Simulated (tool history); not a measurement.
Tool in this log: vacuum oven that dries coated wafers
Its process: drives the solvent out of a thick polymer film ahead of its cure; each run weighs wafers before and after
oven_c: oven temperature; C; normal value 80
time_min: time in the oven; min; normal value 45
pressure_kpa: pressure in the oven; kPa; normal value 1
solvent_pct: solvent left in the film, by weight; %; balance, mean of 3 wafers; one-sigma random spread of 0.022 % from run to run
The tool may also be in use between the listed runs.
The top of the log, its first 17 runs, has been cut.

{"run": 18, "hour": 311.9, "oven_c": 80, "time_min": 45, "pressure_kpa": 3.61, "solvent_pct": 1.98}
{"hour": 315.8, "done": "vacuum gauge cleaned of residue and calibrated"}
{"run": 19, "hour": 336.7, "oven_c": 80, "time_min": 61, "pressure_kpa": 3.61, "solvent_pct": 1.5}
{"run": 20, "hour": 353.6, "oven_c": 80, "time_min": 45, "pressure_kpa": 0.51, "solvent_pct": 0.93}
{"run": 21, "hour": 364.9, "oven_c": 80, "time_min": 45, "pressure_kpa": 0.51, "solvent_pct": 0.97}
{"run": 22, "hour": 388.4, "oven_c": 80, "time_min": 45, "pressure_kpa": 1.25, "solvent_pct": 1.17}
{"run": 23, "hour": 405.3, "oven_c": 80, "time_min": 45, "pressure_kpa": 1, "solvent_pct": 1.07}
{"run": 24, "hour": 418.8, "oven_c": 80, "time_min": 45, "pressure_kpa": 1, "solvent_pct": 1.09}
{"run": 25, "hour": 434.1, "oven_c": 80, "time_min": 45, "pressure_kpa": 1, "solvent_pct": 1.06}
{"hour": 462.3, "done": "vacuum gauge cleaned of residue and calibrated, once more"}
{"run": 26, "hour": 462.3, "oven_c": 80, "time_min": 24, "pressure_kpa": 1, "solvent_pct": 3.11}
{"run": 27, "hour": 483.5, "oven_c": 67, "time_min": 70, "pressure_kpa": 3.56, "solvent_pct": 3.2}
{"run": 28, "hour": 507.3, "oven_c": 95, "time_min": 70, "pressure_kpa": 3.56, "solvent_pct": 0.69}
{"run": 29, "hour": 531.5, "oven_c": 87, "time_min": 70, "pressure_kpa": 3.56, "solvent_pct": 0.99}
{"run": 30, "hour": 550.2, "oven_c": 87, "time_min": 70, "pressure_kpa": 3.56, "solvent_pct": 0.91}

Expected results for the next run?
{"run": 31, "hour": 570.8, "oven_c": 77, "time_min": 41, "pressure_kpa": 2.8, "solvent_pct": "?"}

Run 31 produced solvent_pct 2.32 %.
Without the tool's hidden state the same run would have given solvent_pct 2.5 %.

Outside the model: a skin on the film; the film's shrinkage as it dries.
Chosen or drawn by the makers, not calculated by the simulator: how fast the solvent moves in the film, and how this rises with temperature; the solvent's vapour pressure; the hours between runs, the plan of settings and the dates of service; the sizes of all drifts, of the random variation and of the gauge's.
